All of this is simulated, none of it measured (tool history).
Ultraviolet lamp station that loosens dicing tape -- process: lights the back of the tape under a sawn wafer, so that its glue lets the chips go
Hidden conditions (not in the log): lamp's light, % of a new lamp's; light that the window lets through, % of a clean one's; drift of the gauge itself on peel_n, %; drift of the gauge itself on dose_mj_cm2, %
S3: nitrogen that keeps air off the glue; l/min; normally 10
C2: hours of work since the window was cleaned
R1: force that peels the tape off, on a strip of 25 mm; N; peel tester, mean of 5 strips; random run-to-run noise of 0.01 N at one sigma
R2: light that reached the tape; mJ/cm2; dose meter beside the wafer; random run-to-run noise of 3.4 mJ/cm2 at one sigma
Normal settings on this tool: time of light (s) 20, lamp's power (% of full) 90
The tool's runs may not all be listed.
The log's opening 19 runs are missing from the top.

Run 20, day 28.529: usual settings; hours of work of the lamp 706; C2 133. Result: R1 0.458 N, R2 540 mJ/cm2.
Run 21, day 29.825: usual settings; hours of work of the lamp 729; C2 155. Result: R1 0.461 N, R2 546 mJ/cm2.
Run 22, day 30.917: usual settings; hours of work of the lamp 748; C2 174. Result: R1 0.464 N, R2 543 mJ/cm2.
Run 23, day 32.021: usual settings but S3 4 l/min; hours of work of the lamp 767; C2 193. Result: R1 0.976 N, R2 543 mJ/cm2.
Run 24, day 33.108: usual settings but lamp's power (% of full) 74, S3 4 l/min; hours of work of the lamp 785; C2 212. Result: R1 1.354 N, R2 448 mJ/cm2.
Run 25, day 34.517: usual settings but time of light (s) 25, lamp's power (% of full) 74, S3 4 l/min; hours of work of the lamp 810; C2 236. Result: R1 0.965 N, R2 560 mJ/cm2.
At day 36.254: lamp changed.
Run 26, day 36.400: usual settings but lamp's power (% of full) 96; hours of work of the lamp 3; C2 268. Result: R1 0.393 N, R2 579 mJ/cm2.
Run 27, day 38.158: usual settings but time of light (s) 15; hours of work of the lamp 33; C2 298. Result: R1 0.815 N, R2 408 mJ/cm2.
Run 28, day 39.721: usual settings but time of light (s) 38, lamp's power (% of full) 79; hours of work of the lamp 60; C2 325. Result: R1 0.132 N, R2 912 mJ/cm2.
Run 29, day 41.304: usual settings but time of light (s) 34, lamp's power (% of full) 87, S3 16 l/min; hours of work of the lamp 87; C2 352. Result: R1 0.100 N, R2 892 mJ/cm2.
Run 30, day 43.367: usual settings; hours of work of the lamp 123; C2 388. Result: R1 0.466 N, R2 547 mJ/cm2.
Run 31, day 44.779: usual settings; hours of work of the lamp 147; C2 412. Result: R1 0.459 N, R2 550 mJ/cm2.
Run 32, day 46.550: usual settings but time of light (s) 22, lamp's power (% of full) 91, S3 4 l/min; hours of work of the lamp 177; C2 443. Result: R1 0.812 N, R2 606 mJ/cm2.
At day 47.717: window cleaned of glue's vapour.
Run 33, day 47.829: usual settings but time of light (s) 22, lamp's power (% of full) 91, S3 4 l/min; hours of work of the lamp 199; C2 2. Result: R1 0.849 N, R2 608 mJ/cm2.
Run 34, day 49.604: usual settings but time of light (s) 22, lamp's power (% of full) 91, S3 4 l/min; hours of work of the lamp 230; C2 33. Result: R1 0.808 N, R2 601 mJ/cm2.
Run 35, day 50.950: usual settings but time of light (s) 22, lamp's power (% of full) 91, S3 4 l/min; hours of work of the lamp 253; C2 56. Result: R1 0.824 N, R2 614 mJ/cm2.
Run 36, day 51.850: usual settings but time of light (s) 12, lamp's power (% of full) 70, S3 7 l/min; hours of work of the lamp 268; C2 71. Result: R1 1.941 N, R2 254 mJ/cm2.
Run 37, day 53.483: usual settings but time of light (s) 12, lamp's power (% of full) 70, S3 7 l/min; hours of work of the lamp 297; C2 99. Result: R1 1.880 N, R2 252 mJ/cm2.
Run 38, day 55.138: usual settings but time of light (s) 23, lamp's power (% of full) 63, S3 9 l/min; hours of work of the lamp 325; C2 128. Result: R1 0.786 N, R2 439 mJ/cm2.
Run 39, day 55.996: usual settings but time of light (s) 23, lamp's power (% of full) 63, S3 9 l/min; hours of work of the lamp 340; C2 143. Result: R1 0.767 N, R2 436 mJ/cm2.
Run 40, day 57.221: usual settings but time of light (s) 28, lamp's power (% of full) 94, S3 14 l/min; hours of work of the lamp 361; C2 164. Result: R1 0.135 N, R2 798 mJ/cm2.

Predict the results of run 41:
Run 41, day 58.108: usual settings but time of light (s) 32, lamp's power (% of full) 94, S3 19 l/min; hours of work of the lamp 376; C2 179. Result: R1 ?, R2 ?.

Run 41 came out at R1 0.079 N, R2 915 mJ/cm2.
Were there no unlogged condition in the tool, this run, its random variation unchanged, would have produced R1 0.078 N, R2 917 mJ/cm2.

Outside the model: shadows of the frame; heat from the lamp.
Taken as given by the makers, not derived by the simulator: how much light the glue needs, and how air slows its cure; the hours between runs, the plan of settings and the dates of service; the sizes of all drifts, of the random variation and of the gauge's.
